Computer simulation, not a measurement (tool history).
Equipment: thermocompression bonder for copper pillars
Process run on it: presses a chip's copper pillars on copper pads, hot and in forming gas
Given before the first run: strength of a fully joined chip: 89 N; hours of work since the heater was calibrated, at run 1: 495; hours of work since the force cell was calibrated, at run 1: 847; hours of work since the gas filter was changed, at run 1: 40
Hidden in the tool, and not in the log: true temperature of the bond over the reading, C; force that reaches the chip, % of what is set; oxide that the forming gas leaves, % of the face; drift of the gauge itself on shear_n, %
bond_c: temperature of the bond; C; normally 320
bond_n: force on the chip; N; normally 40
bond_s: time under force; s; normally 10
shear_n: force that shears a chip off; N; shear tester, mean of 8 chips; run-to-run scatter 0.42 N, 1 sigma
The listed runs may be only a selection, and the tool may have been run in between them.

run,day,bond_c,bond_n,bond_s,hours of work since the heater was calibrated,hours of work since the force cell was calibrated,hours of work since the gas filter was changed,shear_n
1,0.000,320,40,10,495,847,40,61.5
2,1.479,320,40,10,513,865,58,61.6
3,3.171,320,54,10,534,886,79,72.1
4,5.004,320,54,10,556,908,101,72.4
5,7.092,320,40,10,582,934,127,59.9
6,8.425,320,40,10,598,950,143,59.1
7,10.258,320,40,10,620,972,166,58.7
8,11.358,320,40,10,634,986,179,58.4
9,13.029,320,40,10,654,1006,200,57.8
10,14.092,320,40,10,667,1019,213,57.2
11,15.908,320,40,10,690,1042,235,57.3
12,17.412,321,40,10,708,1060,253,57.3
13,18.346,321,40,10,719,1071,265,56.7
# day 20.092: force cell calibrated
14,20.154,345,40,10,741,1,286,69.4
15,21.267,345,40,10,754,14,300,68.5
# day 21.958: forming gas filter changed
16,22.725,316,40,10,772,32,9,64.3
17,24.529,308,25,7,794,54,32,34.2
18,26.054,308,25,7,813,73,50,33.3
# day 26.317: heater calibrated with a thermocouple chip
19,27.696,308,25,7,17,92,69,34.5
20,29.329,291,25,7,37,112,89,26.5
21,31.317,297,27,5,61,136,114,27.2
22,33.129,320,51,10,83,158,136,73.2
23,34.921,320,40,19,105,180,158,71.7
24,35.804,300,27,8,116,191,169,33.7
# day 36.088: heater calibrated with a thermocouple chip, once more
25,37.450,310,40,25,17,210,188,66.8
26,38.671,318,40,9,32,225,203,56.1
27,39.975,309,44,9,48,241,219,55.9
28,42.079,292,28,10,73,267,244,30.5
29,43.846,292,38,13,95,288,266,44.8
30,45.546,342,31,6,116,309,287,48.5

For each run, the measured value with the value that run would have given without the tool's hidden condition subtracted. The run-to-run variation is shared by both, the gauge scatter possibly not:
run,shear_n
1,-2.8
2,-3.2
3,-3.7
4,-4.2
5,-4.8
6,-5.2
7,-5.7
8,-6.0
9,-6.4
10,-6.8
11,-7.4
12,-7.9
13,-8.1
14,-6.4
15,-6.7
16,+2.4
17,+1.9
18,+1.7
19,+1.9
20,+1.6
21,+1.3
22,-1.2
23,-1.8
24,+0.7
25,-5.4
26,-5.1
27,-5.4
28,-3.4
29,-5.4
30,-6.5

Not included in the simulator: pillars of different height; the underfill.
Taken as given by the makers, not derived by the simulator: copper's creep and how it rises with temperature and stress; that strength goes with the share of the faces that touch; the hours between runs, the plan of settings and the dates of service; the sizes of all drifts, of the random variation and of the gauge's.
